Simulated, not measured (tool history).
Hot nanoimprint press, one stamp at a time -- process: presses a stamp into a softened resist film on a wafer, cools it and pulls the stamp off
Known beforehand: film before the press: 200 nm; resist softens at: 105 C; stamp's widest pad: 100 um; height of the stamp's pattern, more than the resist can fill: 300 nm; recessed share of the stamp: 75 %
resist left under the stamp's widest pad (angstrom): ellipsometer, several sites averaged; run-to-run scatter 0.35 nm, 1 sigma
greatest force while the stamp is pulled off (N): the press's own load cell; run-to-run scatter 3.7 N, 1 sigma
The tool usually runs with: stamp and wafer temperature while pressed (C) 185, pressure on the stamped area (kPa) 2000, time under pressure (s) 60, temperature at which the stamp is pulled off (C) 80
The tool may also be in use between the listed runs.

run    day  stamp and wafer temperature while pressed (C)  pressure on the stamped area (kPa)  time under pressure (s)  temperature at which the stamp is pulled off (C)  resist left under the stamp's widest pad (angstrom)  greatest force while the stamp is pulled off (N)
  1      0                                            185                                2000                       60                                                80                                                  876                                               212
  2  0.542                                            185                                2000                       60                                                80                                                  862                                               216
  3  1.058                                            185                                2000                       60                                                80                                                  869                                               225
  4  1.446                                            185                                2000                       60                                                71                                                  865                                               246
  5  1.925                                            185                                2000                       60                                                71                                                  870                                               255
  6  2.617                                            185                                2000                       60                                                71                                                  861                                               255
  7  3.758                                            185                                2000                       60                                                71                                                  846                                               198
  8  4.296                                            179                                3050                       60                                                76                                                  893                                               180
  9    4.7                                            185                                2000                       60                                                84                                                  846                                               172
 10  5.458                                            175                                2000                       60                                                84                                                 1226                                               171
 11  5.888                                            175                                2000                       60                                                84                                                 1223                                               164
 12  6.704                                            175                                2000                       60                                                84                                                 1212                                               176
 13  7.442                                            195                                1770                       47                                                77                                                  677                                               193

Removed from this log: 2 entries logged between the listed runs. Between which two listed runs does each belong, and how does the tool's hidden state at the listed run before it compare with that at the listed run after it?
From run 6 to run 7: plate thermocouple calibrated (day 2.796); stamp cleaned and given a new release coat (day 3.375)
  true temperature over the reading, C: 1.32 -> 1.73; pressure that arrives at the usual setting, %: 96.96 -> 96.9; grip of the stamp's worn release coat, % over a new coat's: 28.7 -> 0.6
  the result without the hidden state subtracted from the measured one, resist left under the stamp's widest pad (angstrom): -32 -> -45; greatest force while the stamp is pulled off (N): +54 -> -3
